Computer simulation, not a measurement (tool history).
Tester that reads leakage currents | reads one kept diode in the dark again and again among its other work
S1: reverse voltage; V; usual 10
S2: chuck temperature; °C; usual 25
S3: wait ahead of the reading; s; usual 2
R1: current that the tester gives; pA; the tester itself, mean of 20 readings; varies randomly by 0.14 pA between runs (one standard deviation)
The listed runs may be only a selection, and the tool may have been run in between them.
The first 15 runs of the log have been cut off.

run 16 hour=602.2 | S1=10 S2=25 S3=6.23 | R1=35.91
run 17 hour=654.1 | S1=10 S2=25 S3=6.23 | R1=35.77
run 18 hour=699.9 | S1=10 S2=25 S3=6.23 | R1=35.62
run 19 hour=751 | S1=10 S2=25 S3=2 | R1=36.31
run 20 hour=807.9 | S1=10 S2=25 S3=2 | R1=36.25
run 21 hour=846.9 | S1=10 S2=25 S3=2 | R1=36.14
run 22 hour=889.1 | S1=15.2 S2=26 S3=0.69 | R1=52.02
-- hour=902.7 chuck's temperature calibrated
run 23 hour=944.9 | S1=3.6 S2=49 S3=0.69 | R1=201.48
run 24 hour=985.9 | S1=10 S2=44 S3=4.71 | R1=217.2
run 25 hour=1040.3 | S1=10 S2=44 S3=4.71 | R1=217.21
run 26 hour=1083.9 | S1=10 S2=44 S3=4.71 | R1=215.04
run 27 hour=1121.4 | S1=10 S2=35 S3=0.7 | R1=105.08
run 28 hour=1145.4 | S1=1.2 S2=35 S3=0.59 | R1=37.77
run 29 hour=1200.1 | S1=1.2 S2=35 S3=0.59 | R1=37.58
run 30 hour=1249 | S1=1.2 S2=35 S3=0.59 | R1=37.26
run 31 hour=1299.8 | S1=2 S2=35 S3=2.6 | R1=46.71
run 32 hour=1358.1 | S1=10 S2=25 S3=1.71 | R1=43.89
run 33 hour=1411.4 | S1=2.6 S2=48 S3=0.53 | R1=153.46
run 34 hour=1455.4 | S1=2.6 S2=48 S3=0.53 | R1=152.72
run 35 hour=1480.7 | S1=14.2 S2=56 S3=0.53 | R1=629.67
run 36 hour=1534 | S1=9.8 S2=23 S3=1.53 | R1=36.92
run 37 hour=1566.8 | S1=6.5 S2=25 S3=9.4 | R1=34.25
run 38 hour=1600.4 | S1=6.5 S2=25 S3=9.4 | R1=34.1
run 39 hour=1635.8 | S1=8.8 S2=38 S3=2.94 | R1=118.71
run 40 hour=1677 | S1=11.5 S2=49 S3=2.48 | R1=323.34

4 ways to go on from here, each from the tool as it stands after run 40. What would each give?
run A hour=1731.9 | S1=4.2 S2=35 S3=1.53 | R1=?
run B hour=1731.9 | S1=11.5 S2=20 S3=2.48 | R1=?
run C hour=1731.9 | S1=10 S2=21 S3=2 | R1=?
run D hour=1731.9 | S1=2.7 S2=45 S3=0.7 | R1=?

run=A R1=63.82
run=B R1=31.07
run=C R1=31.18
run=D R1=118.7
What these runs would have given with no unlogged condition in the tool:
run=A R1=68.34
run=B R1=29.44
run=C R1=30.2
run=D R1=128.55
